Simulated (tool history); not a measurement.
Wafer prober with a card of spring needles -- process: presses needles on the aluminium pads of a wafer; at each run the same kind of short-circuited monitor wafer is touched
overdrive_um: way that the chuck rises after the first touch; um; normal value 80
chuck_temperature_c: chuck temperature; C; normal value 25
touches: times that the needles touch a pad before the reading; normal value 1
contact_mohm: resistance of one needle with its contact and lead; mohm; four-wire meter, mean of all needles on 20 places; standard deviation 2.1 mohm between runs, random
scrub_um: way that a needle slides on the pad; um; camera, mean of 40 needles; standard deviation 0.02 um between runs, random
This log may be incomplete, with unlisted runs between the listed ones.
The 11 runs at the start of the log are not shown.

{"hour": 243.5, "done": "tips cleaned on abrasive film"}
{"run": 12, "hour": 244.6, "overdrive_um": 80, "chuck_temperature_c": 25, "touches": 1, "contact_mohm": 256, "scrub_um": 10.1}
{"hour": 261.5, "done": "tips cleaned on abrasive film"}
{"run": 13, "hour": 266.9, "overdrive_um": 80, "chuck_temperature_c": 25, "touches": 1, "contact_mohm": 304, "scrub_um": 10.14}
{"hour": 281.1, "done": "tips cleaned on abrasive film"}
{"run": 14, "hour": 283.3, "overdrive_um": 80, "chuck_temperature_c": 25, "touches": 1, "contact_mohm": 265, "scrub_um": 10.13}
{"run": 15, "hour": 297.9, "overdrive_um": 80, "chuck_temperature_c": 25, "touches": 1, "contact_mohm": 324, "scrub_um": 10.14}
{"hour": 300.5, "done": "tips cleaned on abrasive film"}
{"run": 16, "hour": 315.0, "overdrive_um": 74, "chuck_temperature_c": 25, "touches": 1, "contact_mohm": 338, "scrub_um": 9.36}
{"hour": 319.9, "done": "tips cleaned on abrasive film"}
{"run": 17, "hour": 329.8, "overdrive_um": 74, "chuck_temperature_c": 27, "touches": 1, "contact_mohm": 331, "scrub_um": 9.33}
{"hour": 338.6, "done": "tips cleaned on abrasive film"}
{"run": 18, "hour": 345.6, "overdrive_um": 73, "chuck_temperature_c": 50, "touches": 2, "contact_mohm": 291, "scrub_um": 9.2}
{"hour": 355.6, "done": "height of the first contact set anew"}
{"hour": 358.8, "done": "tips cleaned on abrasive film"}
{"run": 19, "hour": 368.4, "overdrive_um": 73, "chuck_temperature_c": 50, "touches": 2, "contact_mohm": 299, "scrub_um": 9.35}
{"hour": 378.1, "done": "tips cleaned on abrasive film"}
{"run": 20, "hour": 386.9, "overdrive_um": 73, "chuck_temperature_c": 35, "touches": 2, "contact_mohm": 288, "scrub_um": 9.35}
{"hour": 396.2, "done": "tips cleaned on abrasive film"}
{"run": 21, "hour": 401.8, "overdrive_um": 73, "chuck_temperature_c": 35, "touches": 2, "contact_mohm": 280, "scrub_um": 9.33}
{"hour": 416.3, "done": "tips cleaned on abrasive film"}
{"run": 22, "hour": 419.3, "overdrive_um": 73, "chuck_temperature_c": 35, "touches": 2, "contact_mohm": 267, "scrub_um": 9.33}
{"hour": 435.5, "done": "tips cleaned on abrasive film"}
{"run": 23, "hour": 435.5, "overdrive_um": 95, "chuck_temperature_c": 59, "touches": 1, "contact_mohm": 244, "scrub_um": 12.15}
{"hour": 453.4, "done": "tips cleaned on abrasive film"}
{"run": 24, "hour": 469.2, "overdrive_um": 70, "chuck_temperature_c": 51, "touches": 1, "contact_mohm": 348, "scrub_um": 8.96}
{"hour": 471.9, "done": "tips cleaned on abrasive film"}
{"hour": 491.0, "done": "tips cleaned on abrasive film"}
{"run": 25, "hour": 495.1, "overdrive_um": 70, "chuck_temperature_c": 51, "touches": 1, "contact_mohm": 305, "scrub_um": 8.93}
{"hour": 509.4, "done": "tips cleaned on abrasive film"}
{"run": 26, "hour": 522.1, "overdrive_um": 70, "chuck_temperature_c": 51, "touches": 1, "contact_mohm": 347, "scrub_um": 8.96}
{"hour": 527.1, "done": "tips cleaned on abrasive film"}
{"hour": 546.5, "done": "tips cleaned on abrasive film"}
{"run": 27, "hour": 551.6, "overdrive_um": 80, "chuck_temperature_c": 51, "touches": 1, "contact_mohm": 299, "scrub_um": 10.22}
{"hour": 565.6, "done": "tips cleaned on abrasive film"}
{"hour": 583.4, "done": "tips cleaned on abrasive film"}
{"run": 28, "hour": 583.4, "overdrive_um": 72, "chuck_temperature_c": 81, "touches": 2, "contact_mohm": 248, "scrub_um": 9.17}
{"hour": 602.8, "done": "tips cleaned on abrasive film"}
{"run": 29, "hour": 612.2, "overdrive_um": 62, "chuck_temperature_c": 51, "touches": 2, "contact_mohm": 321, "scrub_um": 7.89}
{"hour": 623.0, "done": "tips cleaned on abrasive film"}
{"run": 30, "hour": 633.1, "overdrive_um": 72, "chuck_temperature_c": 56, "touches": 2, "contact_mohm": 297, "scrub_um": 9.17}
{"hour": 641.8, "done": "tips cleaned on abrasive film"}
{"hour": 660.4, "done": "tips cleaned on abrasive film"}
{"run": 31, "hour": 660.4, "overdrive_um": 89, "chuck_temperature_c": 40, "touches": 1, "contact_mohm": 241, "scrub_um": 11.32}

Here are 5 independent what-if runs from the current tool condition. What would each one return?
{"hour": 678.9, "done": "tips cleaned on abrasive film"}
{"run": "A", "hour": 681.3, "overdrive_um": 80, "chuck_temperature_c": 57, "touches": 1, "contact_mohm": "?", "scrub_um": "?"}
{"hour": 678.9, "done": "tips cleaned on abrasive film"}
{"run": "B", "hour": 681.3, "overdrive_um": 80, "chuck_temperature_c": 25, "touches": 2, "contact_mohm": "?", "scrub_um": "?"}
{"hour": 678.9, "done": "tips cleaned on abrasive film"}
{"run": "C", "hour": 681.3, "overdrive_um": 86, "chuck_temperature_c": 40, "touches": 1, "contact_mohm": "?", "scrub_um": "?"}
{"hour": 678.9, "done": "tips cleaned on abrasive film"}
{"run": "D", "hour": 681.3, "overdrive_um": 89, "chuck_temperature_c": 66, "touches": 1, "contact_mohm": "?", "scrub_um": "?"}
{"hour": 678.9, "done": "tips cleaned on abrasive film"}
{"run": "E", "hour": 681.3, "overdrive_um": 92, "chuck_temperature_c": 61, "touches": 1, "contact_mohm": "?", "scrub_um": "?"}

run=A contact_mohm=283 scrub_um=10.16
run=B contact_mohm=259 scrub_um=10.16
run=C contact_mohm=274 scrub_um=10.90
run=D contact_mohm=278 scrub_um=11.32
run=E contact_mohm=275 scrub_um=11.74
With the hidden condition removed and each run's random variation left untouched, the same runs would have given:
run=A contact_mohm=237 scrub_um=10.28
run=B contact_mohm=230 scrub_um=10.27
run=C contact_mohm=233 scrub_um=11.01
run=D contact_mohm=240 scrub_um=11.44
run=E contact_mohm=239 scrub_um=11.85
